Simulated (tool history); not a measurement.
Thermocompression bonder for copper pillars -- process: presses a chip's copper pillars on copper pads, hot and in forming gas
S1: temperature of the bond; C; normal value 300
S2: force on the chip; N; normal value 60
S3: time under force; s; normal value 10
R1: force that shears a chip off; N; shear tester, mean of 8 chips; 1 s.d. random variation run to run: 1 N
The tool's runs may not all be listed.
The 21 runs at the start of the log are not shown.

| run | hour | S1 | S2 | S3 | R1 |
|---|---|---|---|---|---|
| 22 | 304 | 300 | 60 | 14 | 89.5 |
| 23 | 322.4 | 290 | 63 | 14 | 84.8 |
| 24 | 341.2 | 295 | 64 | 13 | 87.3 |
| 25 | 360.5 | 295 | 64 | 13 | 84.7 |
| 26 | 381.3 | 303 | 53 | 8 | 69.3 |
| 27 | 398.7 | 303 | 53 | 8 | 70.2 |
| 28 | 418.6 | 303 | 53 | 8 | 66.7 |
| 29 | 431.5 | 308 | 43 | 6 | 56 |
|  | 435.6 | forming gas filter changed |
| 30 | 451.7 | 278 | 43 | 6 | 43.2 |
| 31 | 469 | 287 | 78 | 10 | 87.2 |
| 32 | 483 | 287 | 78 | 10 | 87.3 |
| 33 | 503.1 | 320 | 49 | 10 | 89.2 |
| 34 | 518.9 | 295 | 54 | 18 | 89.2 |
| 35 | 538.2 | 317 | 55 | 7 | 84.1 |
| 36 | 552 | 270 | 72 | 14 | 72.4 |
| 37 | 568.4 | 322 | 45 | 25 | 109.6 |
| 38 | 580 | 322 | 45 | 25 | 110.4 |
| 39 | 600.1 | 300 | 40 | 10 | 62.4 |

4 ways to go on from here, each from the tool as it stands after run 39. What would each give?
| A | 619.1 | 298 | 60 | 10 | ? |
| B | 619.1 | 318 | 38 | 12 | ? |
| C | 619.1 | 312 | 40 | 7 | ? |
| D | 619.1 | 300 | 39 | 10 | ? |

| run | R1 |
|---|---|
| A | 78.4 |
| B | 77.6 |
| C | 61.4 |
| D | 60.2 |
With the hidden condition removed and each run's random variation left untouched, the same runs would have given:
| run | R1 |
|---|---|
| A | 86.9 |
| B | 85.8 |
| C | 68.4 |
| D | 67.2 |
